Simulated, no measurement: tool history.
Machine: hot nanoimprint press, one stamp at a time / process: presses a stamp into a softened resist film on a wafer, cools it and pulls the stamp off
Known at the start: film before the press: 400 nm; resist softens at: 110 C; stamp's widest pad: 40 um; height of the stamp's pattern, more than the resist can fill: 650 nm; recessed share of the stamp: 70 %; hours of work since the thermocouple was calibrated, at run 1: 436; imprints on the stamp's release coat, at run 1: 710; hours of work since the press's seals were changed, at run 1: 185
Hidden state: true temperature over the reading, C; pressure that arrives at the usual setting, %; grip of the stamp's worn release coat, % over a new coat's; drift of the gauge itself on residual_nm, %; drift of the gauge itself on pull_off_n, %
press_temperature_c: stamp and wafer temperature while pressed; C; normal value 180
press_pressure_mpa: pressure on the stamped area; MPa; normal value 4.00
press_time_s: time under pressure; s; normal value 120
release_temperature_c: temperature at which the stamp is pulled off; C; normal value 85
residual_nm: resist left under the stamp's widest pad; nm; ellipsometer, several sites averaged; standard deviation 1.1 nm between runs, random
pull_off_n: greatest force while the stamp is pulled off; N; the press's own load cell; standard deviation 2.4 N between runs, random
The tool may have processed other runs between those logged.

run    hour  press_temperature_c  press_pressure_mpa  press_time_s  release_temperature_c  hours of work since the thermocouple was calibrated  imprints on the stamp's release coat  hours of work since the press's seals were changed  residual_nm  pull_off_n
  1     0.0                  180                4.00           120                     85                                                  436                                   710                                                 185        176.1         131
       53.9  -- stamp cleaned and given a new release coat
  2    68.9                  180                4.00           120                     85                                                  481                                    67                                                 230        179.8         110
  3   121.0                  185                4.00           120                     85                                                  519                                   301                                                 267        151.6         122
      137.6  -- plate thermocouple calibrated
  4   202.6                  180                4.00           120                     85                                                   46                                   653                                                 323        168.8         123
      269.1  -- stamp cleaned and given a new release coat
  5   276.9                  180                5.83           120                     85                                                   95                                    35                                                 372        139.9         111
  6   331.9                  180                4.00           127                     85                                                  134                                   281                                                 411        166.2         118
  7   384.9                  180                4.00           120                     85                                                  172                                   519                                                 449        172.5         127
  8   434.4                  180                4.00           120                     85                                                  208                                   741                                                 485        171.9         130
      483.3  -- stamp cleaned and given a new release coat
  9   506.5                  180                4.00            60                     85                                                  255                                   104                                                 532        220.0         116
 10   576.7                  180                4.00            60                     85                                                  305                                   418                                                 582        218.7         121
 11   668.3                  180                4.00            60                     85                                                  370                                   828                                                 647        221.4         136
      696.7  -- stamp cleaned and given a new release coat
 12   756.2                  180                4.00            60                     85                                                  429                                   266                                                 706        224.8         122
 13   796.8                  180                4.00           120                     85                                                  458                                   448                                                 735        179.6         125
 14   837.2                  180                4.00           120                     85                                                  487                                   629                                                 764        179.9         129
 15   883.4                  180                4.00           120                     85                                                  520                                   836                                                 796        181.1         134
      898.3  -- plate thermocouple calibrated
      912.2  -- stamp cleaned and given a new release coat
 16   936.8                  180                4.00           120                     85                                                   23                                   111                                                 828        171.2         109
 17   996.0                  187                5.51           120                     85                                                   65                                   375                                                 870        115.8         121
 18  1035.8                  182                4.98           120                     85                                                   94                                   554                                                 899        146.8         130
     1121.8  -- stamp cleaned and given a new release coat
 19  1121.8                  191                4.00           120                     91                                                  151                                     0                                                 956        120.9         108
 20  1185.8                  177                6.31            85                     89                                                  197                                   286                                                1002        179.3         115
 21  1234.2                  187                4.00           120                     85                                                  231                                   503                                                1036        139.0         126
 22  1309.8                  180                4.00           206                     84                                                  285                                   842                                                1090        145.6         138
     1330.2  -- stamp cleaned and given a new release coat
 23  1358.8                  180                4.00           206                     84                                                  316                                   128                                                1121        146.3         114
 24  1422.1                  180                4.00           120                     88                                                  361                                   411                                                1166        182.0         114
     1447.6  -- press's hydraulic seals changed and the load cell set to zero
 25  1481.5                  180                3.54           120                     85                                                  398                                   641                                                  24        190.8         129
 26  1536.6                  180                3.54           120                     85                                                  437                                   888                                                  64        191.8         135
     1547.7  -- stamp cleaned and given a new release coat
 27  1587.9                  182                2.55            95                     80                                                  470                                   180                                                  96        225.8         119
 28  1631.7                  174                2.93           120                     88                                                  501                                   376                                                 127        257.3         114
     1674.3  -- plate thermocouple calibrated
 29  1692.8                  174                2.93           120                     88                                                   13                                   636                                                 169        238.5         125
     1759.4  -- stamp cleaned and given a new release coat
 30  1780.3                  174                2.93           120                     88                                                   71                                    93                                                 227        238.9         108

Predict each of these 3 candidate next runs independently; none follows another, all start after run 30:
  A  1857.1                  171                2.87           120                     88                                                  126                                   437                                                 282            ?           ?
  B  1857.1                  176                4.00           232                     81                                                  126                                   437                                                 282            ?           ?
  C  1857.1                  180                4.76           229                     85                                                  126                                   437                                                 282            ?           ?

run  residual_nm  pull_off_n
  A        261.2         118
  B        154.8         122
  C        120.3         118
Stripped of hidden state, with their random variation kept, the same runs would have yielded:
run  residual_nm  pull_off_n
  A        256.9         105
  B        151.3         109
  C        117.6         106
